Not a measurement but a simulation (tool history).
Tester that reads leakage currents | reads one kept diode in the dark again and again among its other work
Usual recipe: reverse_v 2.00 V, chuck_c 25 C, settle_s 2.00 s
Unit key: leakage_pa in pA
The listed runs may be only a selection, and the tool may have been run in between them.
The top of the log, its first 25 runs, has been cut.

run    hour  reverse_v  chuck_c  settle_s  hours of work since the probe card was cleaned  hours of work since the tester was calibrated  hours of work since the chuck was calibrated  leakage_pa
 26  4969.3       2.00       54      1.11                                            2942                                           4371                                           391      632.02
 27  5141.4       2.00       54      1.11                                            3042                                           4471                                           491      640.30
 28  5382.9      14.48       34      1.11                                            3183                                           4612                                           632      417.51
 29  5662.2       2.00       27      7.85                                            3346                                           4775                                           795       95.13
 30  5853.7       1.32       34      1.65                                            3458                                           4887                                           907      135.13
     6090.0  -- chuck's temperature calibrated
 31  6091.2       1.32       34      1.65                                            3596                                           5025                                             1      116.33
     6282.4  -- tester calibrated
 32  6332.6       3.03       32      1.23                                            3735                                             29                                           140      154.18
 33  6490.5       3.03       49      1.23                                            3828                                            122                                           233      532.19
     6684.7  -- probe card cleaned and baked
 34  6719.7       3.03       49      1.23                                              20                                            254                                           365      543.38
 35  6905.4       2.00       34      2.57                                             129                                            362                                           473      152.92
 36  7128.3       2.00       34      2.57                                             259                                            492                                           603      155.52
 37  7360.4       2.00       34      2.57                                             395                                            628                                           739      159.10
 38  7587.4       1.31       34      2.50                                             527                                            760                                           871      133.15
 39  7812.0       1.31       34      2.50                                             658                                            891                                          1003      135.66

4 options for the next run, each taken on its own from the tool as it stands now. Forecast them:
     7886.1  -- chuck's temperature calibrated
  A  8061.0       4.00       25      8.69                                             802                                           1036                                           102           ?
     7886.1  -- chuck's temperature calibrated
  B  8061.0       9.12       60      2.50                                             802                                           1036                                           102           ?
     7886.1  -- chuck's temperature calibrated
  C  8061.0       5.65       28      1.52                                             802                                           1036                                           102           ?
     7886.1  -- chuck's temperature calibrated
  D  8061.0       4.01       20      2.00                                             802                                           1036                                           102           ?

run  leakage_pa
  A       99.78
  B     1854.67
  C      148.70
  D       65.92
The same runs, with their run-to-run variation unchanged, on a tool lacking any hidden condition would have given:
run  leakage_pa
  A       99.35
  B     1852.71
  C      148.10
  D       65.55
